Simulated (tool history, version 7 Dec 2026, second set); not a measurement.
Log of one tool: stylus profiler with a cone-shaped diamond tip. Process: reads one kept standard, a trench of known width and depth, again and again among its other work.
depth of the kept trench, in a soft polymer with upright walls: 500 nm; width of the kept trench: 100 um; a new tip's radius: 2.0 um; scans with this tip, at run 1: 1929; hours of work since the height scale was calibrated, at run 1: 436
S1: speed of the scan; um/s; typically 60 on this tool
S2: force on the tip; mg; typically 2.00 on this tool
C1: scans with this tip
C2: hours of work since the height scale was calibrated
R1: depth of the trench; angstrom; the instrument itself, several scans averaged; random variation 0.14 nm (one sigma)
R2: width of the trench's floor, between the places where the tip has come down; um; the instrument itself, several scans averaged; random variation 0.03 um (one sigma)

| run | hour | S1 | S2 | C1 | C2 | R1 | R2 |
|---|---|---|---|---|---|---|---|
| 1 | 0.0 | 60 | 2.00 | 1929 | 436 | 5052.6 | 96.77 |
| 2 | 100.8 | 60 | 2.00 | 2154 | 487 | 5052.1 | 96.84 |
| 3 | 196.0 | 60 | 1.75 | 2367 | 535 | 5049.9 | 96.70 |
| 4 | 275.5 | 23 | 2.00 | 2545 | 575 | 5054.4 | 96.85 |
| 5 | 360.6 | 60 | 2.00 | 2736 | 618 | 5057.3 | 96.69 |
| 6 | 440.5 | 60 | 2.00 | 2915 | 659 | 5054.8 | 96.68 |
| 7 | 535.8 | 49 | 2.00 | 3128 | 707 | 5055.3 | 96.70 |
| 8 | 628.0 | 22 | 2.00 | 3334 | 753 | 5057.4 | 96.84 |
| 9 | 716.3 | 22 | 2.00 | 3532 | 798 | 5059.8 | 96.74 |
| 10 | 798.2 | 60 | 1.45 | 3715 | 840 | 5050.1 | 96.50 |
| 11 | 924.7 | 60 | 1.45 | 3999 | 904 | 5052.9 | 96.50 |
| 12 | 990.6 | 60 | 1.45 | 4146 | 937 | 5056.4 | 96.46 |
| 13 | 1042.1 | 60 | 1.72 | 4261 | 963 | 5059.2 | 96.47 |
| 14 | 1116.5 | 60 | 1.72 | 4428 | 1001 | 5061.3 | 96.40 |
| 15 | 1173.7 | 52 | 1.21 | 4556 | 1029 | 5049.7 | 96.39 |
| 16 | 1282.2 | 47 | 0.94 | 4799 | 1084 | 5046.4 | 96.36 |
| 17 | 1339.1 | 25 | 0.85 | 4926 | 1113 | 5046.4 | 96.48 |
| 18 | 1450.5 | 25 | 0.85 | 5176 | 1169 | 5046.2 | 96.44 |
| 19 | 1546.3 | 146 | 1.94 | 5390 | 1218 | 5067.6 | 95.85 |
| 20 | 1657.5 | 146 | 1.94 | 5639 | 1274 | 5070.8 | 95.80 |
| 21 | 1727.7 | 31 | 1.83 | 5796 | 1310 | 5066.0 | 96.40 |
| 22 | 1836.0 | 28 | 5.02 | 6039 | 1365 | 5107.5 | 96.49 |
| 23 | 1893.9 | 15 | 0.76 | 6168 | 1394 | 5050.4 | 96.40 |
| 24 | 1959.2 | 25 | 1.67 | 6314 | 1427 | 5066.0 | 96.38 |
|  | 2034.9 | height scale calibrated on a step standard |
| 25 | 2079.0 | 25 | 1.67 | 6581 | 22 | 5039.4 | 96.40 |
| 26 | 2169.6 | 25 | 1.67 | 6784 | 68 | 5041.2 | 96.32 |
| 27 | 2268.7 | 25 | 1.67 | 7006 | 118 | 5043.9 | 96.29 |

What if the next run were any one of these 3? Each begins from the tool's condition after run 27:
| A | 2385.9 | 65 | 0.77 | 7268 | 178 | ? | ? |
| B | 2385.9 | 224 | 5.80 | 7268 | 178 | ? | ? |
| C | 2385.9 | 154 | 2.99 | 7268 | 178 | ? | ? |

| run | R1 | R2 |
|---|---|---|
| A | 5026.7 | 95.86 |
| B | 5092.3 | 95.69 |
| C | 5062.3 | 95.80 |
Without the tool's hidden state the same runs would have given:
| run | R1 | R2 |
|---|---|---|
| A | 5022.4 | 96.78 |
| B | 5088.0 | 96.62 |
| C | 5058.0 | 96.73 |

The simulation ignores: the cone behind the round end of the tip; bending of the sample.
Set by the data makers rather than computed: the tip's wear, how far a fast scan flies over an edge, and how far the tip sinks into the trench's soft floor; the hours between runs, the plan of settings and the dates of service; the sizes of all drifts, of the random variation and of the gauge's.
